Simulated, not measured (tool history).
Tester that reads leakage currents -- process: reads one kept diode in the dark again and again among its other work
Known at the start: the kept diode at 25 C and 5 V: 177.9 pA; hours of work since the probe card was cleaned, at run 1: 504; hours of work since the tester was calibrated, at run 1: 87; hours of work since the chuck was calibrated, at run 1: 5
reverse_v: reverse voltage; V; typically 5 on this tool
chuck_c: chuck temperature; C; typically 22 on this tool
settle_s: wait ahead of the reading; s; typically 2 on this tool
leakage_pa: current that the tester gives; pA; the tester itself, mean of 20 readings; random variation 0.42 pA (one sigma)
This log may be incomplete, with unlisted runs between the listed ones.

run     day  reverse_v  chuck_c  settle_s  hours of work since the probe card was cleaned  hours of work since the tester was calibrated  hours of work since the chuck was calibrated  leakage_pa
  1       0          5       22         2                                             504                                             87                                             5      138.92
  2   1.938          5       22         2                                             532                                            115                                            33      138.32
  3     3.4      14.05       22         2                                             553                                            136                                            54      234.49
  4   6.162      14.05       22         2                                             593                                            176                                            93      235.81
  5   7.675          5       22      1.63                                             614                                            198                                           115       138.7
  6   9.471          5       22      4.58                                             640                                            223                                           141      137.52
  7  11.938          5       22      4.58                                             675                                            259                                           176      138.82
  8  13.996      11.16       22         2                                             705                                            288                                           206      209.62
  9  15.479      11.16       22         2                                             726                                            309                                           227      208.83
 10  16.792          5       54         2                                             745                                            328                                           246      1681.9
 11  19.562          5       22         2                                             785                                            368                                           286      137.92
 12  21.975      12.37       22         2                                             819                                            403                                           320      220.17
 13  23.967      12.37       22         2                                             848                                            431                                           349      220.71
 14  25.446      12.37       22         2                                             869                                            452                                           370      220.26
 15  28.204      12.37       22         2                                             909                                            492                                           410      220.65
 16  30.988          5       22         2                                             949                                            532                                           450      139.21
 17   33.75          5       22         2                                             988                                            572                                           489      138.57
 18  35.879          5       22         2                                            1019                                            602                                           520      138.72
 19  38.179          5       22         2                                            1052                                            635                                           553       138.5
 20  39.604          5       45         2                                            1072                                            656                                           573      874.79
 21  40.971          5       43         2                                            1092                                            675                                           593      750.82
 22  43.317          5       43         2                                            1126                                            709                                           627      752.69
 23  45.458          5       43         2                                            1156                                            740                                           657      753.12
 24  47.204          5       43         2                                            1181                                            765                                           682      752.27
 25  48.658       2.72       33      0.66                                            1202                                            785                                           703      254.56
 26  50.408       2.72       33      0.66                                            1227                                            811                                           728      255.12
 27  52.912      15.42       42         2                                            1263                                            847                                           764     1241.44
 28  54.517          5       39      2.62                                            1286                                            870                                           787      557.28
 29  56.333          5       39      2.62                                            1312                                            896                                           813      554.17
 30  57.812          5       39      2.62                                            1334                                            917                                           834      553.97
     59.442  -- chuck's temperature calibrated
 31  60.058       6.71       27         2                                            1365                                            948                                             9      245.54
 32  61.929          3       59      8.28                                            1391                                            975                                            36      1826.3
 33  63.933       6.82       37      1.96                                            1420                                           1003                                            64       556.4
 34  66.508       9.42       22      2.44                                            1457                                           1040                                           101      190.96
 35  69.125      12.32       58      1.31                                            1495                                           1078                                           139     3480.51
 36  71.812        4.5       56      6.34                                            1533                                           1116                                           177     1835.68
 37  74.308       8.46       40      3.15                                            1569                                           1152                                           213      780.94
 38  77.062       7.69       25         3                                            1609                                           1192                                           253      222.11
 39  78.883      18.68       49      6.31                                            1635                                           1218                                           279     2285.76
 40  80.346         15       49      6.31                                            1656                                           1239                                           300     2056.62

A few steps of leakage_pa between consecutive runs. Split each: what settings, incoming material and random variation would produce without the hidden state, and what is left over for the hidden state, along with gauge scatter present in only one of the two compared results (measured, and without hidden state):
What the log doesn't record here: stray current of the dirty probe card, pA a volt; current scale over the true one, %; true chuck temperature over the reading, C; drift of the gauge itself on leakage_pa, %.
Run 26 -> 27: reverse_v 2.72 -> 15.42, chuck_c 33 -> 42, settle_s 0.66 -> 2. leakage_pa +986.32 pA: hidden state +1.45, all else +984.87.
Run 27 -> 28: reverse_v 15.42 -> 5, chuck_c 42 -> 39, settle_s 2 -> 2.62. leakage_pa -684.16 pA: hidden state -0.97, all else -683.19.
Run 34 -> 35: reverse_v 9.42 -> 12.32, chuck_c 22 -> 58, settle_s 2.44 -> 1.31. leakage_pa +3289.55 pA: hidden state +0.96, all else +3288.59.
Run 35 -> 36: reverse_v 12.32 -> 4.5, chuck_c 58 -> 56, settle_s 1.31 -> 6.34. leakage_pa -1644.83 pA: hidden state -0.37, all else -1644.46.
Run 38 -> 39: reverse_v 7.69 -> 18.68, chuck_c 25 -> 49, settle_s 3 -> 6.31. leakage_pa +2063.65 pA: hidden state +1.21, all else +2062.44.

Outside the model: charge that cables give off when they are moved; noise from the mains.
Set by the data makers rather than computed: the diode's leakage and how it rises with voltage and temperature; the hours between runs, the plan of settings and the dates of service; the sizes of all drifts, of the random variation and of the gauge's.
